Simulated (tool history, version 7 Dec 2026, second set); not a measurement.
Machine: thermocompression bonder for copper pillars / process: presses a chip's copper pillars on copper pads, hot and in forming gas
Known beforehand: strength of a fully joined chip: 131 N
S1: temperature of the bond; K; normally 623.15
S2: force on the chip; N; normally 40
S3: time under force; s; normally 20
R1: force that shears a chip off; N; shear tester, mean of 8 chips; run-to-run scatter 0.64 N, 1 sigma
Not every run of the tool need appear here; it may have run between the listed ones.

run 1 hour=0.0 | S1=623.15 S2=40 S3=20 | R1=63.8
run 2 hour=8.0 | S1=631.15 S2=40 S3=20 | R1=66.7
run 3 hour=14.4 | S1=631.15 S2=40 S3=20 | R1=66.7
run 4 hour=23.0 | S1=631.15 S2=40 S3=20 | R1=66.4
run 5 hour=28.3 | S1=631.15 S2=40 S3=20 | R1=65.8
run 6 hour=32.7 | S1=631.15 S2=40 S3=20 | R1=67.7
run 7 hour=40.3 | S1=631.15 S2=40 S3=20 | R1=67.4
run 8 hour=45.3 | S1=631.15 S2=40 S3=20 | R1=66.3
run 9 hour=49.0 | S1=623.15 S2=40 S3=40 | R1=80.6
run 10 hour=52.8 | S1=623.15 S2=48 S3=40 | R1=87.8
run 11 hour=61.9 | S1=623.15 S2=48 S3=40 | R1=87.2
run 12 hour=67.3 | S1=623.15 S2=48 S3=40 | R1=87.9
run 13 hour=71.3 | S1=623.15 S2=40 S3=20 | R1=65.0
run 14 hour=80.3 | S1=623.15 S2=40 S3=27 | R1=69.8
run 15 hour=84.5 | S1=623.15 S2=40 S3=27 | R1=70.7
-- hour=87.3 heater calibrated with a thermocouple chip
run 16 hour=91.7 | S1=623.15 S2=40 S3=20 | R1=63.8
run 17 hour=100.6 | S1=623.15 S2=40 S3=20 | R1=64.6
run 18 hour=107.4 | S1=636.15 S2=39 S3=23 | R1=71.1
run 19 hour=115.8 | S1=615.15 S2=45 S3=28 | R1=73.2
run 20 hour=119.6 | S1=649.15 S2=40 S3=22 | R1=76.6
run 21 hour=123.6 | S1=635.15 S2=29 S3=48 | R1=75.9
-- hour=130.2 heater calibrated with a thermocouple chip, once more
run 22 hour=133.5 | S1=623.15 S2=27 S3=20 | R1=48.5

What will run 23 give?
run 23 hour=139.6 | S1=623.15 S2=28 S3=30 | R1=?

Run 23 yielded R1 58.2 N.
Minus the tool's unlogged condition, the same run would have read R1 59.7 N.
